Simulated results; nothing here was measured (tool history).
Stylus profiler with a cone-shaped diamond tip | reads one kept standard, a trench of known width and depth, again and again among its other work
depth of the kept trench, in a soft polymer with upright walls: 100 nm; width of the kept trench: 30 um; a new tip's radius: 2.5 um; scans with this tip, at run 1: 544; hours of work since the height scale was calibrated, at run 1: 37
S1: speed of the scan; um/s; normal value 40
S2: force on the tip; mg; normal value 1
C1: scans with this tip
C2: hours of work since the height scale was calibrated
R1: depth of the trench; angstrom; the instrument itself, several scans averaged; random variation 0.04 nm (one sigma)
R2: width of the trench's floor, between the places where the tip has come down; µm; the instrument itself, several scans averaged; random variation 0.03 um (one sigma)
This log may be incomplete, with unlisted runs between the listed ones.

Run 1, hour 0: usual settings; C1 544; C2 37. Result: R1 1002.5 angstrom, R2 28.27 µm.
Run 2, hour 140.5: usual settings; C1 1469; C2 100. Result: R1 1002.7 angstrom, R2 28.17 µm.
Run 3, hour 276.6: usual settings; C1 2365; C2 162. Result: R1 1002.6 angstrom, R2 28.17 µm.
Run 4, hour 406.9: usual settings; C1 3222; C2 220. Result: R1 1001.5 angstrom, R2 28.1 µm.
Run 5, hour 517.7: usual settings; C1 3952; C2 270. Result: R1 1001.5 angstrom, R2 28.01 µm.
Run 6, hour 622: usual settings; C1 4638; C2 317. Result: R1 1001.1 angstrom, R2 27.99 µm.
Run 7, hour 719: usual settings; C1 5276; C2 360. Result: R1 1002.1 angstrom, R2 27.95 µm.
Run 8, hour 788: usual settings; C1 5731; C2 391. Result: R1 1001.5 angstrom, R2 27.95 µm.
Run 9, hour 858.4: usual settings but S1 35 um/s; C1 6194; C2 423. Result: R1 1001.2 angstrom, R2 27.96 µm.
Run 10, hour 994.2: usual settings but S1 84 um/s; C1 7088; C2 484. Result: R1 1000.9 angstrom, R2 27.53 µm.
Run 11, hour 1085.8: usual settings but S1 84 um/s; C1 7690; C2 525. Result: R1 1000.1 angstrom, R2 27.5 µm.
Run 12, hour 1215.2: usual settings; C1 8542; C2 583. Result: R1 1000 angstrom, R2 27.78 µm.
At hour 1293.4: new tip fitted, height scale calibrated.
Run 13, hour 1305.1: usual settings but S1 76 um/s, S2 1.36 mg; C1 78; C2 5. Result: R1 1002.9 angstrom, R2 28.17 µm.
Run 14, hour 1378.5: usual settings but S1 76 um/s, S2 1.36 mg; C1 561; C2 38. Result: R1 1003.7 angstrom, R2 28.18 µm.
Run 15, hour 1453: usual settings but S1 118 um/s, S2 0.38 mg; C1 1051; C2 72. Result: R1 1000.6 angstrom, R2 27.32 µm.
Run 16, hour 1531.9: usual settings but S1 30 um/s, S2 0.54 mg; C1 1570; C2 107. Result: R1 1001 angstrom, R2 28.2 µm.
Run 17, hour 1664: usual settings but S1 20 um/s, S2 2.78 mg; C1 2440; C2 167. Result: R1 1005.1 angstrom, R2 28.33 µm.
Run 18, hour 1735.2: usual settings but S1 63 um/s, S2 2.65 mg; C1 2908; C2 199. Result: R1 1004.1 angstrom, R2 28.18 µm.
Run 19, hour 1807.2: usual settings but S1 141 um/s, S2 2.88 mg; C1 3382; C2 231. Result: R1 1004.6 angstrom, R2 27.9 µm.
Run 20, hour 1882: usual settings but S1 156 um/s, S2 2.35 mg; C1 3875; C2 265. Result: R1 1002.7 angstrom, R2 27.67 µm.
Run 21, hour 1957.3: usual settings but S1 156 um/s, S2 2.35 mg; C1 4370; C2 298. Result: R1 1003.5 angstrom, R2 27.59 µm.
Run 22, hour 2067.2: usual settings but S1 38 um/s, S2 1.15 mg; C1 5094; C2 348. Result: R1 1001.6 angstrom, R2 28.02 µm.
Run 23, hour 2173.7: usual settings but S2 0.54 mg; C1 5795; C2 396. Result: R1 999.5 angstrom, R2 27.82 µm.
Run 24, hour 2309.9: usual settings but S2 0.42 mg; C1 6690; C2 457. Result: R1 999.5 angstrom, R2 27.72 µm.

3 ways to go on from here, each from the tool as it stands after run 24. What would each give?
Run A, hour 2384.3: usual settings but S1 145 um/s, S2 0.42 mg; C1 7180; C2 490. Result: R1 ?, R2 ?.
Run B, hour 2384.3: usual settings but S1 49 um/s, S2 0.92 mg; C1 7180; C2 490. Result: R1 ?, R2 ?.
Run C, hour 2384.3: usual settings but S1 18 um/s, S2 0.45 mg; C1 7180; C2 490. Result: R1 ?, R2 ?.

run      R1     R2
  A   998.5  26.63
  B  1000.4  27.78
  C   998.8  27.93
Without the tool's unlogged condition, the same runs would have read:
run      R1     R2
  A  1001.3  27.13
  B  1003.2  28.27
  C  1001.6  28.43
